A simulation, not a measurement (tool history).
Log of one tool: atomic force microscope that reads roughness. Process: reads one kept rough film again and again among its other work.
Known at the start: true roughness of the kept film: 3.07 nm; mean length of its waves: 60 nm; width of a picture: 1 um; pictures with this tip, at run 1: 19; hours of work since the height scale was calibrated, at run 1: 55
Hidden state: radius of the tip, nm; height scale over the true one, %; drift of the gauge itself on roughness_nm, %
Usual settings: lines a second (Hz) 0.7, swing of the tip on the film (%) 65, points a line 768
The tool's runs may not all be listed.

run,hour,lines a second (Hz),swing of the tip on the film (%),points a line,pictures with this tip,hours of work since the height scale was calibrated,roughness of the kept film (nm (root mean square))
1,0,0.7,65,768,19,55,2.966
2,9.9,0.7,65,768,33,59,2.984
3,18.2,0.7,62,768,44,63,2.966
4,26.2,0.7,62,768,56,66,2.958
5,37.7,0.7,62,768,72,71,2.96
6,52,0.7,65,608,92,77,2.939
7,68.3,0.7,80,768,115,83,2.912
8,75.6,0.7,80,768,125,86,2.884
9,83,0.7,80,768,135,89,2.898
10,98.8,0.7,80,768,157,96,2.899
11,111.1,0.7,84,768,175,101,2.874
# hour 123: new tip fitted
12,123,0.7,84,489,0,106,2.937
13,136.1,0.7,84,489,18,111,2.909
14,151.1,0.7,84,489,39,117,2.927
15,159.1,0.553,84,489,50,120,2.917
16,170.4,0.553,84,489,66,125,2.94
17,183.4,0.553,84,489,84,130,2.898
18,197.4,0.553,84,489,104,136,2.92
19,206.3,0.7,62,768,116,140,2.956
20,215.9,0.7,62,768,130,144,2.935
21,226.1,0.7,62,768,144,148,2.937
22,242.7,0.7,62,768,167,155,2.909
23,255.3,0.7,62,768,185,160,2.913
# hour 260.8: new tip fitted
24,263.5,0.7,70,768,4,163,2.962
25,275.4,0.7,70,768,20,168,2.976
26,282.7,2.13,65,550,30,171,2.902
27,297.2,2.13,82,396,51,177,2.781
28,306.1,1.356,65,768,63,180,2.933
29,322.9,1.825,65,619,87,187,2.892
30,339.1,0.865,85,302,109,194,2.866
31,348.3,0.865,85,302,122,198,2.864
32,356.2,3.794,60,302,133,201,2.845
33,367.2,0.7,65,656,149,205,2.891
34,384.7,0.7,65,712,173,213,2.898
# hour 397.7: new tip fitted
35,401.3,1.197,81,434,5,219,2.874
36,409.8,1.655,61,434,17,223,2.952
37,424.1,1.655,61,434,37,229,2.92
38,434.7,1.738,66,434,52,233,2.923
39,442,0.737,80,556,62,236,2.91
40,456.6,0.737,80,556,82,242,2.886
41,463.9,0.7,67,555,93,245,2.931
42,475.3,1.254,64,457,109,250,2.916
43,490.2,1.675,65,807,129,256,2.903
44,501.9,3.005,57,444,146,260,2.863
45,516.9,0.899,61,608,167,267,2.914
46,529.8,0.7,65,294,185,272,2.902
# hour 535.7: new tip fitted
47,540.1,0.7,72,768,7,276,2.952
48,554.3,0.7,89,1022,26,282,2.903
49,562.7,1.222,61,389,38,285,2.934
50,580.4,0.983,76,616,63,292,2.896

5 ways to go on from here, each from the tool as it stands after run 50. What would each give?
A,594.8,0.7,65,820,83,298,?
B,594.8,3.562,88,768,83,298,?
C,594.8,0.983,75,616,83,298,?
D,594.8,1.95,55,415,83,298,?
E,594.8,1.153,67,614,83,298,?

run,roughness of the kept film (nm (root mean square))
A,2.937
B,2.557
C,2.911
D,2.927
E,2.912
Without the tool's hidden state the same runs would have given:
run,roughness of the kept film (nm (root mean square))
A,2.988
B,2.602
C,2.962
D,2.979
E,2.963

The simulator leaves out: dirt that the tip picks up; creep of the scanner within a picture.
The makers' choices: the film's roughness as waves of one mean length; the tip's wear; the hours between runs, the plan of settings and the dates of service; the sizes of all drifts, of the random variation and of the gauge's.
